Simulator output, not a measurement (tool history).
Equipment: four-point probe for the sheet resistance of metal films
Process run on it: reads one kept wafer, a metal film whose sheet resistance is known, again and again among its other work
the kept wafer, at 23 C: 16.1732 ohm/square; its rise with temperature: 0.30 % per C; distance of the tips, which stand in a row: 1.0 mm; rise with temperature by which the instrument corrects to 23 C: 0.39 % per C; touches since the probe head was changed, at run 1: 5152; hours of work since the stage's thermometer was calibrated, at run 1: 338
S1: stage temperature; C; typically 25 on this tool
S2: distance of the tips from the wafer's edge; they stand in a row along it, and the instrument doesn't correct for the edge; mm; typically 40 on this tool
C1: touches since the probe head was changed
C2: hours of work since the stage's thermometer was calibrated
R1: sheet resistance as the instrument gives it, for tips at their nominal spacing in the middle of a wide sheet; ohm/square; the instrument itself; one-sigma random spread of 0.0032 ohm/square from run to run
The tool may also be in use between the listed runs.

{"run": 1, "hour": 0.0, "S1": 25, "S2": 40, "C1": 5152, "C2": 338, "R1": 16.18449}
{"run": 2, "hour": 20.2, "S1": 19, "S2": 40, "C1": 5878, "C2": 352, "R1": 16.271483}
{"run": 3, "hour": 39.2, "S1": 19, "S2": 40, "C1": 6565, "C2": 364, "R1": 16.269986}
{"run": 4, "hour": 50.4, "S1": 25, "S2": 40, "C1": 6967, "C2": 371, "R1": 16.172245}
{"run": 5, "hour": 69.7, "S1": 25, "S2": 5, "C1": 7665, "C2": 384, "R1": 16.502174}
{"run": 6, "hour": 79.0, "S1": 30, "S2": 40, "C1": 8000, "C2": 390, "R1": 16.106968}
{"run": 7, "hour": 95.7, "S1": 25, "S2": 38, "C1": 8602, "C2": 401, "R1": 16.173665}
{"run": 8, "hour": 115.5, "S1": 25, "S2": 40, "C1": 9314, "C2": 413, "R1": 16.175189}
{"run": 9, "hour": 128.3, "S1": 25, "S2": 40, "C1": 9775, "C2": 422, "R1": 16.17716}
{"run": 10, "hour": 146.9, "S1": 25, "S2": 40, "C1": 10447, "C2": 434, "R1": 16.176158}
{"run": 11, "hour": 163.0, "S1": 25, "S2": 40, "C1": 11025, "C2": 444, "R1": 16.169013}
{"run": 12, "hour": 174.3, "S1": 25, "S2": 40, "C1": 11433, "C2": 451, "R1": 16.169985}
{"run": 13, "hour": 191.0, "S1": 25, "S2": 40, "C1": 12034, "C2": 462, "R1": 16.1661}
{"run": 14, "hour": 202.0, "S1": 25, "S2": 40, "C1": 12431, "C2": 469, "R1": 16.170912}
{"run": 15, "hour": 220.7, "S1": 31, "S2": 40, "C1": 13106, "C2": 482, "R1": 16.079711}
{"run": 16, "hour": 232.7, "S1": 31, "S2": 40, "C1": 13536, "C2": 489, "R1": 16.077079}
{"run": 17, "hour": 248.0, "S1": 29, "S2": 40, "C1": 14091, "C2": 499, "R1": 16.10631}
{"run": 18, "hour": 270.5, "S1": 29, "S2": 40, "C1": 14902, "C2": 514, "R1": 16.09996}
{"run": 19, "hour": 288.8, "S1": 25, "S2": 40, "C1": 15558, "C2": 526, "R1": 16.161468}
{"run": 20, "hour": 310.2, "S1": 25, "S2": 40, "C1": 16331, "C2": 540, "R1": 16.157466}
{"run": 21, "hour": 329.8, "S1": 25, "S2": 40, "C1": 17036, "C2": 552, "R1": 16.155706}
{"run": 22, "hour": 349.4, "S1": 25, "S2": 40, "C1": 17745, "C2": 565, "R1": 16.154081}
{"run": 23, "hour": 359.5, "S1": 20, "S2": 4, "C1": 18108, "C2": 572, "R1": 16.75316}
{"run": 24, "hour": 379.8, "S1": 22, "S2": 45, "C1": 18838, "C2": 585, "R1": 16.19387}
{"run": 25, "hour": 389.1, "S1": 31, "S2": 4, "C1": 19176, "C2": 591, "R1": 16.583808}
{"run": 26, "hour": 404.6, "S1": 20, "S2": 17, "C1": 19732, "C2": 601, "R1": 16.251202}
{"run": 27, "hour": 425.1, "S1": 33, "S2": 21, "C1": 20474, "C2": 614, "R1": 16.048303}
{"run": 28, "hour": 443.9, "S1": 33, "S2": 21, "C1": 21150, "C2": 626, "R1": 16.050145}
{"run": 29, "hour": 457.7, "S1": 31, "S2": 23, "C1": 21647, "C2": 635, "R1": 16.070899}
{"run": 30, "hour": 472.4, "S1": 24, "S2": 40, "C1": 22175, "C2": 645, "R1": 16.162965}
{"run": 31, "hour": 494.6, "S1": 24, "S2": 40, "C1": 22975, "C2": 659, "R1": 16.151673}
{"run": 32, "hour": 504.9, "S1": 20, "S2": 4, "C1": 23348, "C2": 666, "R1": 16.73802}
{"run": 33, "hour": 526.5, "S1": 20, "S2": 45, "C1": 24126, "C2": 680, "R1": 16.211484}
{"run": 34, "hour": 544.9, "S1": 22, "S2": 9, "C1": 24790, "C2": 692, "R1": 16.284493}
{"run": 35, "hour": 558.3, "S1": 34, "S2": 9, "C1": 25271, "C2": 700, "R1": 16.11099}
{"run": 36, "hour": 580.8, "S1": 32, "S2": 4, "C1": 26082, "C2": 715, "R1": 16.551341}
{"run": 37, "hour": 602.6, "S1": 22, "S2": 21, "C1": 26870, "C2": 729, "R1": 16.191418}
{"run": 38, "hour": 615.9, "S1": 24, "S2": 3, "C1": 27350, "C2": 738, "R1": 17.051165}
{"run": 39, "hour": 636.7, "S1": 24, "S2": 3, "C1": 28099, "C2": 751, "R1": 17.050424}
{"run": 40, "hour": 651.9, "S1": 21, "S2": 6, "C1": 28647, "C2": 761, "R1": 16.428452}
{"run": 41, "hour": 671.5, "S1": 21, "S2": 6, "C1": 29350, "C2": 774, "R1": 16.418888}
{"run": 42, "hour": 688.0, "S1": 21, "S2": 6, "C1": 29947, "C2": 785, "R1": 16.421606}
{"run": 43, "hour": 710.6, "S1": 21, "S2": 6, "C1": 30760, "C2": 799, "R1": 16.414365}
{"run": 44, "hour": 725.7, "S1": 21, "S2": 6, "C1": 31306, "C2": 809, "R1": 16.416539}

Alternative continuations, all from the tool just after run 44; predict every row:
{"run": "A", "hour": 737.7, "S1": 21, "S2": 6, "C1": 31737, "C2": 817, "R1": "?"}
{"run": "B", "hour": 737.7, "S1": 19, "S2": 18, "C1": 31737, "C2": 817, "R1": "?"}
{"run": "C", "hour": 737.7, "S1": 30, "S2": 9, "C1": 31737, "C2": 817, "R1": "?"}
{"run": "D", "hour": 737.7, "S1": 25, "S2": 7, "C1": 31737, "C2": 817, "R1": "?"}
{"run": "E", "hour": 737.7, "S1": 19, "S2": 6, "C1": 31737, "C2": 817, "R1": "?"}

run=A R1=16.415435
run=B R1=16.233522
run=C R1=16.151297
run=D R1=16.292469
run=E R1=16.448951
Stripped of hidden state, with their random variation kept, the same runs would have yielded:
run=A R1=16.441879
run=B R1=16.259749
run=C R1=16.177069
run=D R1=16.318604
run=E R1=16.475509
